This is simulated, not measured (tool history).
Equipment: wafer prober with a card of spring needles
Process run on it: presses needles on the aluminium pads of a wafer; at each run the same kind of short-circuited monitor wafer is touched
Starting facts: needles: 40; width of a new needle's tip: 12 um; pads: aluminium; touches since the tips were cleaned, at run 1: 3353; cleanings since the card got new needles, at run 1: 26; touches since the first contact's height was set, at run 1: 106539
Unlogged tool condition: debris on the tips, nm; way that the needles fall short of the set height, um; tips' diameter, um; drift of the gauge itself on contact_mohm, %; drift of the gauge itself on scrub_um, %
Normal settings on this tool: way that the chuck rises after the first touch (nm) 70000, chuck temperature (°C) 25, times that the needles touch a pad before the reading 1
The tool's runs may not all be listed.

| run | hour | way that the chuck rises after the first touch (nm) | chuck temperature (°C) | times that the needles touch a pad before the reading | touches since the tips were cleaned | cleanings since the card got new needles | touches since the first contact's height was set | resistance of one needle with its contact and lead (mohm) | way that a needle slides on the pad (nm) |
|---|---|---|---|---|---|---|---|---|---|
| 1 | 0.0 | 70000 | 25 | 1 | 3353 | 26 | 106539 | 227 | 17570 |
|  | 1.2 | tips cleaned on abrasive film |
|  | 9.7 | tips cleaned on abrasive film |
| 2 | 14.9 | 70000 | 25 | 1 | 2508 | 28 | 113653 | 222 | 17630 |
|  | 18.6 | tips cleaned on abrasive film |
| 3 | 23.8 | 57000 | 25 | 1 | 2555 | 29 | 117929 | 236 | 14250 |
|  | 27.8 | tips cleaned on abrasive film |
| 4 | 35.1 | 57000 | 25 | 1 | 3532 | 30 | 123338 | 239 | 14120 |
|  | 36.6 | tips cleaned on abrasive film |
|  | 44.8 | tips cleaned on abrasive film |
| 5 | 50.7 | 70000 | 29 | 1 | 2857 | 32 | 130797 | 224 | 17520 |
|  | 53.7 | tips cleaned on abrasive film |
| 6 | 60.5 | 70000 | 29 | 1 | 3271 | 33 | 135459 | 228 | 17450 |
|  | 61.6 | tips cleaned on abrasive film |
|  | 69.4 | tips cleaned on abrasive film |
| 7 | 73.8 | 70000 | 29 | 1 | 2140 | 35 | 141832 | 221 | 17430 |
|  | 78.1 | tips cleaned on abrasive film |
|  | 86.7 | tips cleaned on abrasive film |
| 8 | 88.4 | 81000 | 29 | 1 | 802 | 37 | 148765 | 209 | 20250 |
|  | 95.0 | tips cleaned on abrasive film |
| 9 | 101.9 | 81000 | 29 | 1 | 3382 | 38 | 155282 | 218 | 20280 |
|  | 103.0 | tips cleaned on abrasive film |
|  | 110.9 | tips cleaned on abrasive film |
| 10 | 110.9 | 81000 | 29 | 1 | 0 | 40 | 159508 | 192 | 20200 |
| 11 | 118.2 | 70000 | 25 | 1 | 3553 | 40 | 163061 | 225 | 17390 |
|  | 119.7 | tips cleaned on abrasive film |
| 12 | 125.9 | 70000 | 25 | 1 | 2961 | 41 | 166703 | 229 | 17310 |
|  | 128.2 | tips cleaned on abrasive film |
| 13 | 132.8 | 76000 | 25 | 1 | 2238 | 42 | 170031 | 219 | 18890 |
|  | 136.7 | tips cleaned on abrasive film |
|  | 145.7 | tips cleaned on abrasive film |
| 14 | 145.8 | 51000 | 25 | 1 | 55 | 44 | 176201 | 207 | 12380 |
|  | 154.8 | tips cleaned on abrasive film |
| 15 | 156.5 | 70000 | 25 | 1 | 808 | 45 | 181339 | 208 | 17430 |
|  | 162.7 | tips cleaned on abrasive film |
| 16 | 169.4 | 61000 | 25 | 1 | 3231 | 46 | 187507 | 236 | 14960 |
|  | 170.9 | tips cleaned on abrasive film |
|  | 179.0 | tips cleaned on abrasive film |
| 17 | 179.2 | 61000 | 25 | 1 | 104 | 48 | 192194 | 203 | 14830 |
|  | 187.6 | tips cleaned on abrasive film |
| 18 | 195.3 | 70000 | 116 | 1 | 3716 | 49 | 199905 | 248 | 17160 |
|  | 196.6 | tips cleaned on abrasive film |
|  | 204.9 | tips cleaned on abrasive film |
| 19 | 211.0 | 70000 | 95 | 2 | 2995 | 51 | 207437 | 226 | 17190 |
|  | 214.1 | tips cleaned on abrasive film |
| 20 | 221.7 | 59000 | 62 | 3 | 3670 | 52 | 212556 | 220 | 14340 |
|  | 222.9 | tips cleaned on abrasive film |
|  | 231.1 | tips cleaned on abrasive film |
| 21 | 234.8 | 59000 | 62 | 3 | 1813 | 54 | 218789 | 216 | 14270 |
|  | 240.2 | tips cleaned on abrasive film |
| 22 | 245.7 | 85000 | 63 | 2 | 2680 | 55 | 224025 | 216 | 20930 |
|  | 248.4 | tips cleaned on abrasive film |
|  | 256.7 | tips cleaned on abrasive film |
| 23 | 256.7 | 51000 | 108 | 2 | 0 | 57 | 229252 | 219 | 12360 |
|  | 265.1 | tips cleaned on abrasive film |
|  | 270.2 | height of the first contact set anew |
| 24 | 270.2 | 63000 | 32 | 2 | 2311 | 58 | 0 | 214 | 16220 |
|  | 273.7 | tips cleaned on abrasive film |
|  | 281.7 | tips cleaned on abrasive film |
| 25 | 282.9 | 64000 | 64 | 2 | 571 | 60 | 6027 | 213 | 16450 |
|  | 289.8 | tips cleaned on abrasive film |
| 26 | 289.8 | 64000 | 64 | 2 | 3 | 61 | 9342 | 207 | 16320 |
|  | 298.4 | tips cleaned on abrasive film |
| 27 | 304.3 | 82000 | 30 | 1 | 2881 | 62 | 16309 | 218 | 20940 |
|  | 306.7 | tips cleaned on abrasive film |
| 28 | 313.3 | 58000 | 80 | 1 | 3192 | 63 | 20605 | 247 | 14810 |
|  | 315.8 | tips cleaned on abrasive film |
| 29 | 321.5 | 58000 | 80 | 2 | 2765 | 64 | 24524 | 230 | 14930 |
|  | 323.8 | tips cleaned on abrasive film |
|  | 332.0 | tips cleaned on abrasive film |
| 30 | 332.4 | 67000 | 80 | 2 | 160 | 66 | 29671 | 212 | 17040 |
|  | 340.8 | tips cleaned on abrasive film |
| 31 | 348.3 | 52000 | 52 | 2 | 3662 | 67 | 37357 | 234 | 13120 |
|  | 349.9 | tips cleaned on abrasive film |
| 32 | 355.6 | 88000 | 25 | 1 | 2751 | 68 | 40824 | 217 | 22540 |
|  | 358.6 | tips cleaned on abrasive film |
| 33 | 365.4 | 70000 | 80 | 2 | 3300 | 69 | 45511 | 226 | 17730 |

What if the next run were any one of these 3? Each begins from the tool's condition after run 33:
|  | 366.7 | tips cleaned on abrasive film |
|  | 375.0 | tips cleaned on abrasive film |
| A | 381.1 | 61000 | 91 | 2 | 2945 | 71 | 52991 | ? | ? |
|  | 366.7 | tips cleaned on abrasive film |
|  | 375.0 | tips cleaned on abrasive film |
| B | 381.1 | 63000 | 25 | 2 | 2945 | 71 | 52991 | ? | ? |
|  | 366.7 | tips cleaned on abrasive film |
|  | 375.0 | tips cleaned on abrasive film |
| C | 381.1 | 79000 | 80 | 2 | 2945 | 71 | 52991 | ? | ? |

| run | resistance of one needle with its contact and lead (mohm) | way that a needle slides on the pad (nm) |
|---|---|---|
| A | 229 | 15640 |
| B | 218 | 16050 |
| C | 224 | 20080 |
Without the tool's hidden state the same runs would have given:
| run | resistance of one needle with its contact and lead (mohm) | way that a needle slides on the pad (nm) |
|---|---|---|
| A | 209 | 15810 |
| B | 197 | 16210 |
| C | 210 | 20240 |
